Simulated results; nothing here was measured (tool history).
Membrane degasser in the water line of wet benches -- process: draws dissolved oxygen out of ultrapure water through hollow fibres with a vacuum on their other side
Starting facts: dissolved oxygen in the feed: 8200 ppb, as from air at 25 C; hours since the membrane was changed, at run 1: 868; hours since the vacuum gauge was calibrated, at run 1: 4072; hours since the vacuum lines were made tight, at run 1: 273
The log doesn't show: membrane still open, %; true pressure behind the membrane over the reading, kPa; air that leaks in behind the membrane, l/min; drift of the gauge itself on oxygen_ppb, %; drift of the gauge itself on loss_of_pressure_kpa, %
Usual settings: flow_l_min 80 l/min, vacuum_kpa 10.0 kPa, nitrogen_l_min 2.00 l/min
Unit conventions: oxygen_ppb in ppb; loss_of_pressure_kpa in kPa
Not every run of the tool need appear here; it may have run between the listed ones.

run   hour  flow_l_min  vacuum_kpa  nitrogen_l_min  hours since the membrane was changed  hours since the vacuum gauge was calibrated  hours since the vacuum lines were made tight  oxygen_ppb  loss_of_pressure_kpa
  1    0.0          80        10.0            2.00                                   868                                         4072                                           273       521.7                 55.56
  2   61.3          80        10.0            2.00                                   929                                         4133                                           335       519.2                 55.07
  3  114.5          80        10.0            1.17                                   982                                         4186                                           388       762.8                 55.33
  4  167.6          80        10.0            1.17                                  1035                                         4239                                           441       763.5                 55.54
  5  210.4          80        10.0            2.00                                  1078                                         4282                                           484       521.9                 55.35
  6  270.5          80        10.0            2.00                                  1138                                         4342                                           544       517.5                 54.87
  7  314.8          52        10.0            2.00                                  1183                                         4387                                           588       367.0                 35.45
  8  373.2         112        10.0            2.00                                  1241                                         4445                                           646       687.2                 76.03
  9  432.0         112        10.0            2.00                                  1300                                         4504                                           705       688.6                 76.76
 10  489.6         112        10.0            2.00                                  1357                                         4561                                           763       685.8                 76.43
 11  550.3          71        14.9            4.27                                  1418                                         4622                                           824       422.6                 48.62
 12  591.4          76        10.0            2.00                                  1459                                         4663                                           865       498.0                 51.99
 13  649.3          50        13.8            1.89                                  1517                                         4721                                           923       566.9                 34.19
 14  677.7         107        11.0            4.22                                  1545                                         4749                                           951       430.5                 72.72
 15  706.6         109        11.0            4.22                                  1574                                         4778                                           980       435.9                 74.16
 16  754.7          70        10.0            1.51                                  1622                                         4826                                          1028       579.3                 47.42
 17  794.3         106        14.2            1.51                                  1662                                         4866                                          1068      1217.6                 72.21

Hidden state or all else? Some run-to-run changes of loss_of_pressure_kpa, split into what the settings, what came in and random variation would give without the hidden state, and what is left for the hidden state (with any gauge scatter that isn't in both results):
Run 7 -> 8: flow_l_min 52 -> 112. loss_of_pressure_kpa +40.58 kPa: hidden state -0.34, all else +40.92.
Run 13 -> 14: flow_l_min 50 -> 107, vacuum_kpa 13.8 -> 11.0, nitrogen_l_min 1.89 -> 4.22. loss_of_pressure_kpa +38.53 kPa: hidden state -0.53, all else +39.06.

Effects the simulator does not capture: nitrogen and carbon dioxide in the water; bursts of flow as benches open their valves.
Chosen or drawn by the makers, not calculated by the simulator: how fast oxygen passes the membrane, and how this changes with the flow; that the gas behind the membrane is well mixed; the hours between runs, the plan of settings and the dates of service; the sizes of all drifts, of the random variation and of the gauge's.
